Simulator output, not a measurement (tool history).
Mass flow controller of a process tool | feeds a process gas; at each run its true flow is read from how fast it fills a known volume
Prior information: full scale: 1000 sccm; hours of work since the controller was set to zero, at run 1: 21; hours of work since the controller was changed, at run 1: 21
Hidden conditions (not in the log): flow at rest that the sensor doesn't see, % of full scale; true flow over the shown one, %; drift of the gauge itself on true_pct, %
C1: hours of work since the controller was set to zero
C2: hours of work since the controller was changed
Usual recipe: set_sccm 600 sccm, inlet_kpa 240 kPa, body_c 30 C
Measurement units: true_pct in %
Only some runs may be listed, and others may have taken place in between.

run 1 hour=0 | set_sccm=600 inlet_kpa=240 body_c=30 | C1=21 C2=21 | true_pct=98.81
run 2 hour=112.8 | set_sccm=600 inlet_kpa=240 body_c=30 | C1=90 C2=90 | true_pct=98.81
run 3 hour=334.7 | set_sccm=600 inlet_kpa=265 body_c=30 | C1=227 C2=227 | true_pct=98.95
run 4 hour=506.9 | set_sccm=600 inlet_kpa=265 body_c=30 | C1=334 C2=334 | true_pct=98.91
run 5 hour=697.9 | set_sccm=600 inlet_kpa=265 body_c=30 | C1=452 C2=452 | true_pct=98.74
run 6 hour=912 | set_sccm=600 inlet_kpa=265 body_c=30 | C1=584 C2=584 | true_pct=98.77
run 7 hour=1056.4 | set_sccm=600 inlet_kpa=265 body_c=30 | C1=673 C2=673 | true_pct=98.67
run 8 hour=1159.1 | set_sccm=600 inlet_kpa=265 body_c=30 | C1=737 C2=737 | true_pct=98.74
-- hour=1179.9 controller's zero set anew
run 9 hour=1265.6 | set_sccm=600 inlet_kpa=265 body_c=30 | C1=53 C2=802 | true_pct=98.67
run 10 hour=1424.2 | set_sccm=600 inlet_kpa=265 body_c=30 | C1=151 C2=900 | true_pct=98.51
run 11 hour=1529.2 | set_sccm=600 inlet_kpa=229 body_c=28 | C1=216 C2=965 | true_pct=98.4
run 12 hour=1703 | set_sccm=134 inlet_kpa=154 body_c=25 | C1=323 C2=1072 | true_pct=96.18
run 13 hour=1856.2 | set_sccm=134 inlet_kpa=154 body_c=25 | C1=418 C2=1167 | true_pct=96.04
run 14 hour=2077.7 | set_sccm=577 inlet_kpa=240 body_c=30 | C1=554 C2=1303 | true_pct=98.13
run 15 hour=2301.9 | set_sccm=577 inlet_kpa=240 body_c=30 | C1=693 C2=1442 | true_pct=98.07
-- hour=2497.8 controller's zero set anew, once more
run 16 hour=2497.8 | set_sccm=339 inlet_kpa=186 body_c=30 | C1=0 C2=1563 | true_pct=97.08
run 17 hour=2716.1 | set_sccm=339 inlet_kpa=186 body_c=30 | C1=135 C2=1697 | true_pct=97.32

Predict the results of run 18:
run 18 hour=2837 | set_sccm=244 inlet_kpa=198 body_c=40 | C1=209 C2=1772 | true_pct=?

true_pct: 95.99 %
With the hidden condition absent and the run-to-run variation left alone, this run would have shown true_pct 96.73 %.
